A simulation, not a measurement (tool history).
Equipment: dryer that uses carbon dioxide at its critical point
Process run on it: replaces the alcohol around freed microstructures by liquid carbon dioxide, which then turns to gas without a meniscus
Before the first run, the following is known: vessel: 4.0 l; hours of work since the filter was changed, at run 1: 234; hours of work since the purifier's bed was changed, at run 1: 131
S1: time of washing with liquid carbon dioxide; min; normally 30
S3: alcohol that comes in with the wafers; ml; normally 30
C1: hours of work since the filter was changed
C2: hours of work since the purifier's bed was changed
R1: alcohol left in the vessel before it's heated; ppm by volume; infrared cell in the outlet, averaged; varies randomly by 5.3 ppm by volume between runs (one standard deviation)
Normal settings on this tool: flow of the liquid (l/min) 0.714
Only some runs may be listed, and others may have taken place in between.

run 1 hour=0.0 | S1=30 flow_of_the_liquid_(l/min)=0.714 S3=30 | C1=234 C2=131 | R1=187
run 2 hour=6.6 | S1=30 flow_of_the_liquid_(l/min)=0.714 S3=30 | C1=238 C2=134 | R1=183
run 3 hour=21.2 | S1=30 flow_of_the_liquid_(l/min)=0.714 S3=30 | C1=245 C2=142 | R1=187
run 4 hour=34.0 | S1=30 flow_of_the_liquid_(l/min)=0.901 S3=30 | C1=252 C2=148 | R1=83
run 5 hour=43.7 | S1=30 flow_of_the_liquid_(l/min)=0.714 S3=30 | C1=257 C2=154 | R1=200
run 6 hour=55.5 | S1=30 flow_of_the_liquid_(l/min)=0.563 S3=30 | C1=263 C2=160 | R1=413
run 7 hour=62.3 | S1=20 flow_of_the_liquid_(l/min)=0.904 S3=26 | C1=267 C2=163 | R1=303
run 8 hour=71.8 | S1=20 flow_of_the_liquid_(l/min)=0.904 S3=26 | C1=272 C2=168 | R1=315
-- hour=75.2 inlet filter changed
run 9 hour=85.9 | S1=35 flow_of_the_liquid_(l/min)=0.714 S3=88 | C1=6 C2=175 | R1=186
run 10 hour=98.8 | S1=35 flow_of_the_liquid_(l/min)=0.714 S3=28 | C1=12 C2=182 | R1=71
run 11 hour=111.3 | S1=35 flow_of_the_liquid_(l/min)=0.714 S3=28 | C1=19 C2=189 | R1=73
run 12 hour=119.5 | S1=35 flow_of_the_liquid_(l/min)=0.714 S3=28 | C1=23 C2=193 | R1=75

For some of the steps in R1 from one run to the next: how much would appear even if the tool had no hidden state, given the settings, what came in and random variation, and how much remains for the hidden state plus any gauge scatter that the measured result and the result without hidden state don't share?
Hidden state present: flow that reaches the vessel past the clogged filter, %; alcohol in the recycled carbon dioxide, ppm; drift of the gauge itself on alcohol_ppm, %.
Run 5 -> 6: flow of the liquid (l/min) 0.714 -> 0.563. R1 +213 ppm by volume: hidden state +59, all else +154.
Run 8 -> 9: S1 20 -> 35, flow of the liquid (l/min) 0.904 -> 0.714, S3 26 -> 88, inlet filter changed. R1 -129 ppm by volume: hidden state -91, all else -38.

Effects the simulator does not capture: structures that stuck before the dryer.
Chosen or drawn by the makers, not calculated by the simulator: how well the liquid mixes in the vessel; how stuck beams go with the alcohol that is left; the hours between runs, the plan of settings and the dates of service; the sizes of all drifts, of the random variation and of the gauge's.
